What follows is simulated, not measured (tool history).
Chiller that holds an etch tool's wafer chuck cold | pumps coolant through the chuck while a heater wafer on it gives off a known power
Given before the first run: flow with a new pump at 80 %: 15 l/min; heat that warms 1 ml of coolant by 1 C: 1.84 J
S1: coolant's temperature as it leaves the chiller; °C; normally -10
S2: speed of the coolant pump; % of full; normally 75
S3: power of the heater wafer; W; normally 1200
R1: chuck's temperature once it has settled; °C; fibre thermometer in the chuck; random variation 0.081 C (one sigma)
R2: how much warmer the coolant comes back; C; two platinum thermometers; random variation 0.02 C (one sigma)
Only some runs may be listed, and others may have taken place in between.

run 1 hour=0 | S1=-10 S2=75 S3=1200 | R1=-0.27 R2=2.76
run 2 hour=13.9 | S1=-10 S2=75 S3=1200 | R1=-0.16 R2=2.81
run 3 hour=41.7 | S1=-10 S2=75 S3=1200 | R1=-0.4 R2=2.81
run 4 hour=74.5 | S1=-10 S2=75 S3=1200 | R1=-0.22 R2=2.83
run 5 hour=93.6 | S1=-10 S2=75 S3=1200 | R1=-0.44 R2=2.79
run 6 hour=126.9 | S1=-10 S2=75 S3=1200 | R1=-0.25 R2=2.78
run 7 hour=141.1 | S1=-10 S2=75 S3=1200 | R1=-0.38 R2=2.84
run 8 hour=155.1 | S1=-11 S2=75 S3=1200 | R1=-1.23 R2=2.78
run 9 hour=182 | S1=-11 S2=75 S3=1200 | R1=-1.26 R2=2.83
run 10 hour=213.1 | S1=-11 S2=93 S3=1200 | R1=-2.95 R2=2.27
run 11 hour=245.3 | S1=-11 S2=93 S3=1200 | R1=-2.99 R2=2.27
run 12 hour=277 | S1=-11 S2=93 S3=1200 | R1=-2.91 R2=2.3
run 13 hour=300.9 | S1=-11 S2=93 S3=1200 | R1=-2.86 R2=2.28
run 14 hour=325.5 | S1=-11 S2=93 S3=1200 | R1=-2.89 R2=2.29
run 15 hour=350.2 | S1=-11 S2=93 S3=1175 | R1=-3.18 R2=2.25
run 16 hour=374.5 | S1=-11 S2=93 S3=1175 | R1=-3.15 R2=2.19
run 17 hour=406.4 | S1=-19 S2=85 S3=1406 | R1=-8.76 R2=2.93
run 18 hour=421.1 | S1=-19 S2=81 S3=1208 | R1=-9.94 R2=2.62
run 19 hour=450.8 | S1=-10 S2=81 S3=1574 | R1=2.09 R2=3.44
run 20 hour=477.5 | S1=-10 S2=64 S3=1013 | R1=-0.51 R2=2.78
run 21 hour=494 | S1=-10 S2=68 S3=1200 | R1=0.65 R2=3.12
run 22 hour=522.1 | S1=-10 S2=68 S3=1200 | R1=0.87 R2=3.1
run 23 hour=548.1 | S1=-12 S2=88 S3=1165 | R1=-3.75 R2=2.3
run 24 hour=562.4 | S1=-12 S2=99 S3=1522 | R1=-2.28 R2=2.7
run 25 hour=581.8 | S1=-11 S2=75 S3=1200 | R1=-1.01 R2=2.8
run 26 hour=610.2 | S1=-11 S2=95 S3=1124 | R1=-3.43 R2=2.09
run 27 hour=642.7 | S1=-11 S2=95 S3=1124 | R1=-3.39 R2=2.13
run 28 hour=672.2 | S1=-10 S2=65 S3=1124 | R1=0.51 R2=3.01
run 29 hour=703.2 | S1=-10 S2=90 S3=1200 | R1=-1.67 R2=2.34
run 30 hour=719.4 | S1=-10 S2=90 S3=1200 | R1=-1.65 R2=2.37
run 31 hour=751.8 | S1=-10 S2=90 S3=1200 | R1=-1.8 R2=2.34

Measured result minus the same run's result without the hidden state. Both carry the same run-to-run variation, though not necessarily the same gauge scatter:
Hidden conditions of the tool in this case: heat passed by the chuck's channels, % of clean ones'; flow at a given pump speed, % of a new pump's; coolant's true temperature over the reading, C; drift of the gauge itself on chuck_c, C; drift of the gauge itself on warmer_back_c, C.
run=1 R1=+0.46 R2=+0.01
run=2 R1=+0.47 R2=+0.02
run=3 R1=+0.47 R2=+0.02
run=4 R1=+0.47 R2=+0.01
run=5 R1=+0.48 R2=+0.01
run=6 R1=+0.49 R2=+0.02
run=7 R1=+0.49 R2=+0.02
run=8 R1=+0.49 R2=+0.02
run=9 R1=+0.49 R2=+0.02
run=10 R1=+0.37 R2=+0.01
run=11 R1=+0.38 R2=+0.01
run=12 R1=+0.38 R2=+0.02
run=13 R1=+0.38 R2=+0.02
run=14 R1=+0.39 R2=+0.02
run=15 R1=+0.38 R2=+0.02
run=16 R1=+0.38 R2=+0.02
run=17 R1=+0.58 R2=+0.03
run=18 R1=+0.49 R2=+0.02
run=19 R1=+0.74 R2=+0.03
run=20 R1=+0.52 R2=+0.02
run=21 R1=+0.62 R2=+0.03
run=22 R1=+0.63 R2=+0.03
run=23 R1=+0.43 R2=+0.02
run=24 R1=+0.56 R2=+0.03
run=25 R1=+0.57 R2=+0.04
run=26 R1=+0.37 R2=+0.02
run=27 R1=+0.37 R2=+0.03
run=28 R1=+0.63 R2=+0.04
run=29 R1=+0.46 R2=+0.03
run=30 R1=+0.45 R2=+0.03
run=31 R1=+0.46 R2=+0.03
